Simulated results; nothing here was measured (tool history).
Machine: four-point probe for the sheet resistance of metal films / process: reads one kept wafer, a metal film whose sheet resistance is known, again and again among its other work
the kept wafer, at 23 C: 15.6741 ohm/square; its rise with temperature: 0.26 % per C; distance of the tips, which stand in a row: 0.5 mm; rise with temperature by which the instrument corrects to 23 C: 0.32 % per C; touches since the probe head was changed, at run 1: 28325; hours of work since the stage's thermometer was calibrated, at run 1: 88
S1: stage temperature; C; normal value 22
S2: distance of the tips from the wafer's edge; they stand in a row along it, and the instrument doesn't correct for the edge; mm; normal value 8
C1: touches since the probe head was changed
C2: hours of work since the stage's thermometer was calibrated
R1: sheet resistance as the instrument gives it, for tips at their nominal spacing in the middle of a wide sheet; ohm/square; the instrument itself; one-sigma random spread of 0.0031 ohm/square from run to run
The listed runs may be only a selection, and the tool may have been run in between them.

Run 1, hour 0.0: usual settings; C1 28325; C2 88. Result: R1 15.716632 ohm/square.
Run 2, hour 16.9: usual settings; C1 29048; C2 101. Result: R1 15.720444 ohm/square.
Run 3, hour 29.0: usual settings; C1 29565; C2 111. Result: R1 15.719358 ohm/square.
Run 4, hour 41.4: usual settings but S2 3 mm; C1 30096; C2 120. Result: R1 15.916419 ohm/square.
Run 5, hour 57.2: usual settings but S2 3 mm; C1 30769; C2 132. Result: R1 15.914336 ohm/square.
Run 6, hour 70.9: usual settings but S1 26 C, S2 3 mm; C1 31356; C2 143. Result: R1 15.883258 ohm/square.
Run 7, hour 89.5: usual settings but S2 4 mm; C1 32151; C2 157. Result: R1 15.814922 ohm/square.
Run 8, hour 106.6: usual settings but S2 4 mm; C1 32885; C2 170. Result: R1 15.811774 ohm/square.
Run 9, hour 120.6: usual settings but S2 4 mm; C1 33482; C2 181. Result: R1 15.816435 ohm/square.
Run 10, hour 134.6: usual settings; C1 34080; C2 192. Result: R1 15.720967 ohm/square.
Run 11, hour 150.6: usual settings; C1 34765; C2 204. Result: R1 15.719314 ohm/square.
Run 12, hour 170.5: usual settings; C1 35617; C2 220. Result: R1 15.727778 ohm/square.
Run 13, hour 181.1: usual settings; C1 36069; C2 228. Result: R1 15.723839 ohm/square.
Run 14, hour 190.3: usual settings but S1 26 C; C1 36461; C2 235. Result: R1 15.696062 ohm/square.
Run 15, hour 211.0: usual settings but S1 26 C; C1 37349; C2 251. Result: R1 15.690977 ohm/square.
Run 16, hour 230.2: usual settings but S1 26 C; C1 38168; C2 266. Result: R1 15.693466 ohm/square.
Run 17, hour 238.9: usual settings but S1 26 C; C1 38543; C2 272. Result: R1 15.692793 ohm/square.
Run 18, hour 248.1: usual settings but S1 26 C; C1 38936; C2 280. Result: R1 15.691966 ohm/square.
Run 19, hour 264.7: usual settings; C1 39645; C2 292. Result: R1 15.733730 ohm/square.
Run 20, hour 274.5: usual settings; C1 40065; C2 300. Result: R1 15.728412 ohm/square.
Run 21, hour 294.0: usual settings; C1 40898; C2 315. Result: R1 15.735631 ohm/square.
Run 22, hour 307.2: usual settings but S2 4 mm; C1 41461; C2 325. Result: R1 15.835855 ohm/square.
Run 23, hour 319.6: usual settings but S2 61 mm; C1 41994; C2 335. Result: R1 15.709513 ohm/square.
Run 24, hour 328.5: usual settings but S2 61 mm; C1 42373; C2 342. Result: R1 15.703536 ohm/square.
Run 25, hour 345.9: usual settings but S2 61 mm; C1 43118; C2 355. Result: R1 15.702275 ohm/square.
Run 26, hour 358.9: usual settings but S1 20 C, S2 72 mm; C1 43675; C2 365. Result: R1 15.726885 ohm/square.
Run 27, hour 370.3: usual settings but S1 31 C, S2 22 mm; C1 44162; C2 374. Result: R1 15.632379 ohm/square.
Run 28, hour 383.8: usual settings but S1 31 C, S2 48 mm; C1 44738; C2 384. Result: R1 15.636148 ohm/square.
Run 29, hour 393.8: usual settings but S2 33 mm; C1 45165; C2 392. Result: R1 15.700307 ohm/square.
Run 30, hour 404.2: usual settings but S1 34 C, S2 5 mm; C1 45610; C2 400. Result: R1 15.689775 ohm/square.
Run 31, hour 419.4: usual settings but S1 25 C, S2 5 mm; C1 46258; C2 412. Result: R1 15.768093 ohm/square.
Run 32, hour 436.9: usual settings but S1 34 C, S2 27 mm; C1 47007; C2 425. Result: R1 15.618576 ohm/square.
Run 33, hour 455.5: usual settings but S1 29 C, S2 6 mm; C1 47804; C2 440. Result: R1 15.708485 ohm/square.
Run 34, hour 466.9: usual settings but S1 29 C, S2 6 mm; C1 48293; C2 448. Result: R1 15.711432 ohm/square.
Run 35, hour 475.8: usual settings but S1 29 C, S2 6 mm; C1 48673; C2 455. Result: R1 15.709417 ohm/square.
Run 36, hour 489.5: usual settings but S1 29 C, S2 6 mm; C1 49257; C2 466. Result: R1 15.709677 ohm/square.
Run 37, hour 506.2: usual settings but S1 20 C, S2 50 mm; C1 49971; C2 479. Result: R1 15.726551 ohm/square.
Run 38, hour 527.0: usual settings but S1 20 C, S2 50 mm; C1 50861; C2 495. Result: R1 15.729665 ohm/square.
Run 39, hour 542.0: usual settings but S1 20 C, S2 32 mm; C1 51502; C2 506. Result: R1 15.734615 ohm/square.
Run 40, hour 558.6: usual settings but S1 24 C, S2 3 mm; C1 52215; C2 519. Result: R1 15.934095 ohm/square.
Run 41, hour 569.7: usual settings but S1 31 C, S2 24 mm; C1 52686; C2 528. Result: R1 15.651419 ohm/square.
Run 42, hour 583.3: usual settings but S1 31 C, S2 24 mm; C1 53271; C2 538. Result: R1 15.654557 ohm/square.
Run 43, hour 597.3: usual settings but S1 32 C, S2 6 mm; C1 53869; C2 549. Result: R1 15.695982 ohm/square.

Run by run, hidden condition taken away, random variation retained:
What the log doesn't record here: inner tips' distance over the nominal, %; tips' flats over new ones', %; wafer's true temperature over the reading, C; drift of the gauge itself on sheet_ohm, %.
run         R1
  1  15.720290
  2  15.722936
  3  15.720886
  4  15.917141
  5  15.913996
  6  15.882003
  7  15.812491
  8  15.808131
  9  15.811745
 10  15.715199
 11  15.712479
 12  15.719536
 13  15.714921
 14  15.686574
 15  15.680206
 16  15.681277
 17  15.679933
 18  15.678437
 19  15.719105
 20  15.713118
 21  15.719123
 22  15.818400
 23  15.691406
 24  15.684849
 25  15.682440
 26  15.706012
 27  15.610699
 28  15.613600
 29  15.676954
 30  15.665522
 31  15.742843
 32  15.592253
 33  15.680721
 34  15.682867
 35  15.680302
 36  15.679597
 37  15.695479
 38  15.697024
 39  15.700982
 40  15.898757
 41  15.615856
 42  15.617961
 43  15.658283
